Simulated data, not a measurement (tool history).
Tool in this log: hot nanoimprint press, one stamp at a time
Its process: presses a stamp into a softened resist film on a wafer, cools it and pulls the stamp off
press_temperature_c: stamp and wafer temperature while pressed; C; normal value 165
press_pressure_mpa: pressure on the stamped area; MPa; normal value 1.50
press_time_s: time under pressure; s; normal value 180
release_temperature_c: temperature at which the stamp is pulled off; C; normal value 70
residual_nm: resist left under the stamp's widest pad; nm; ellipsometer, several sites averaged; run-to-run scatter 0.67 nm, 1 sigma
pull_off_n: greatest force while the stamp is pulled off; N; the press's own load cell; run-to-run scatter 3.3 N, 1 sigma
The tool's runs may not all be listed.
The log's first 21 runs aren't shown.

| run | day | press_temperature_c | press_pressure_mpa | press_time_s | release_temperature_c | hours of work since the thermocouple was calibrated | imprints on the stamp's release coat | hours of work since the press's seals were changed | residual_nm | pull_off_n |
|---|---|---|---|---|---|---|---|---|---|---|
| 22 | 6.021 | 175 | 1.49 | 122 | 66 | 334 | 186 | 189 | 111.6 | 162 |
| 23 | 6.429 | 175 | 1.49 | 122 | 66 | 338 | 209 | 193 | 111.7 | 169 |
| 24 | 6.671 | 172 | 1.50 | 155 | 73 | 340 | 223 | 196 | 121.5 | 165 |
| 25 | 6.925 | 172 | 1.50 | 155 | 73 | 343 | 237 | 198 | 120.3 | 168 |
|  | 6.942 | gauge calibrated |
| 26 | 7.304 | 172 | 1.50 | 155 | 73 | 346 | 259 | 202 | 123.2 | 160 |
| 27 | 7.712 | 154 | 1.50 | 180 | 75 | 351 | 283 | 206 | 296.0 | 165 |
| 28 | 7.925 | 154 | 1.50 | 180 | 75 | 353 | 295 | 208 | 296.1 | 165 |
| 29 | 8.254 | 176 | 2.00 | 180 | 62 | 356 | 313 | 211 | 78.7 | 170 |
| 30 | 8.646 | 155 | 1.50 | 180 | 75 | 360 | 336 | 215 | 286.6 | 162 |

Forecast each of these 3 alternatives for the next run:
| A | 8.833 | 163 | 0.98 | 180 | 70 | 362 | 347 | 217 | ? | ? |
| B | 8.833 | 172 | 1.51 | 180 | 70 | 362 | 347 | 217 | ? | ? |
| C | 8.833 | 175 | 1.50 | 180 | 70 | 362 | 347 | 217 | ? | ? |

| run | residual_nm | pull_off_n |
|---|---|---|
| A | 226.5 | 166 |
| B | 114.4 | 175 |
| C | 95.7 | 166 |
Without the tool's hidden state the same runs would have given:
| run | residual_nm | pull_off_n |
|---|---|---|
| A | 227.5 | 165 |
| B | 114.8 | 173 |
| C | 96.0 | 165 |
